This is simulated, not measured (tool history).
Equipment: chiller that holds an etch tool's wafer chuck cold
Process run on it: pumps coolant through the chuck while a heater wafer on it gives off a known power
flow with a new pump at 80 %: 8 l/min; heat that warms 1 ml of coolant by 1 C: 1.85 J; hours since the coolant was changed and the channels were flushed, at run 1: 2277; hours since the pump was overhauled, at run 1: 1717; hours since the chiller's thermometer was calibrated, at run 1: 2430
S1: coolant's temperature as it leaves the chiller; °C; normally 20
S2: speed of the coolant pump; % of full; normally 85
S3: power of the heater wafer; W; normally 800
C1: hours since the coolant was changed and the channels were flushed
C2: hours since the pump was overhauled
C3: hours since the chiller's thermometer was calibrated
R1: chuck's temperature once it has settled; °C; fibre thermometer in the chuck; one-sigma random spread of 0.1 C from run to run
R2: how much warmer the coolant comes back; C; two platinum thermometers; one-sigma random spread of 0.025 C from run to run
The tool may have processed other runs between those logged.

run    hour  S1  S2    S3    C1    C2    C3    R1    R2
  1     0.0  20  85   800  2277  1717  2430  30.8  3.16
  2   100.2  20  85   800  2377  1818  2530  30.7  3.16
  3   158.1  20  85   800  2435  1875  2588  30.8  3.13
  4   221.4  20  85   800  2498  1939  2651  30.9  3.20
  5   311.0  20  85   800  2588  2028  2741  30.9  3.17
  6   372.8  20  85   800  2649  2090  2803  31.1  3.23
  7   460.8  20  85  1146  2737  2178  2891  35.7  4.61
  8   534.8  20  85  1146  2811  2252  2965  35.7  4.64
  9   583.7  20  85  1146  2860  2301  3014  35.9  4.60
 10   635.0  20  85   800  2912  2352  3065  31.2  3.21
 11   678.1  20  85   800  2955  2395  3108  31.2  3.26
 12   766.0  20  85   971  3043  2483  3196  33.7  4.04
 13   839.3  20  85   971  3116  2557  3269  33.9  4.00
 14   918.1  20  72   971  3195  2635  3348  35.8  4.79
 15  1003.0  20  85   800  3280  2720  3433  31.5  3.26
 16  1090.3  20  85   800  3367  2808  3520  31.7  3.27
 17  1144.5  20  72   429  3421  2862  3575  27.4  2.13
 18  1238.9  11  67   916  3516  2956  3669  27.2  4.94
 19  1285.5  11  67   916  3562  3003  3716  27.3  4.91
 20  1346.2  12  85   978  3623  3064  3776  26.3  4.04
 21  1434.7  13  85   437  3711  3152  3865  19.8  1.78
 22  1476.2  13  85   437  3753  3194  3906  19.6  1.79
 23  1557.5  13  85   437  3834  3275  3988  19.9  1.84
 24  1622.9  24  80  1051  3900  3340  4053  40.3  4.74
     1632.3  -- chiller's thermometer calibrated
 25  1703.7  24  78   884  3979  3420    71  37.8  4.07
 26  1806.0  24  60   788  4082  3522   174  39.5  4.89
 27  1858.8  11  95   439  4134  3575   226  17.1  1.62
     1941.8  -- coolant changed, channels flushed
 28  1956.3  16  68   434    14  3667   318  22.7  2.36
 29  2019.7  23  65   413    78  3730   381  29.5  2.36
 30  2070.6  24  62  1120   129  3781   432  42.4  6.77
 31  2120.8  24  62  1120   179  3831   482  42.5  6.77

Below are 3 alternative next runs, each starting from the tool's condition after run 31. Predict each:
  A  2187.8  24  65  1120  246  3898  549   ?   ?
  B  2187.8  21  91   755  246  3898  549   ?   ?
  C  2187.8  16  84   917  246  3898  549   ?   ?

run    R1    R2
  A  41.9  6.46
  B  30.2  2.96
  C  28.0  3.92
With the hidden condition removed and each run's random variation left untouched, the same runs would have given:
run    R1    R2
  A  40.2  5.76
  B  29.2  2.64
  C  26.8  3.50

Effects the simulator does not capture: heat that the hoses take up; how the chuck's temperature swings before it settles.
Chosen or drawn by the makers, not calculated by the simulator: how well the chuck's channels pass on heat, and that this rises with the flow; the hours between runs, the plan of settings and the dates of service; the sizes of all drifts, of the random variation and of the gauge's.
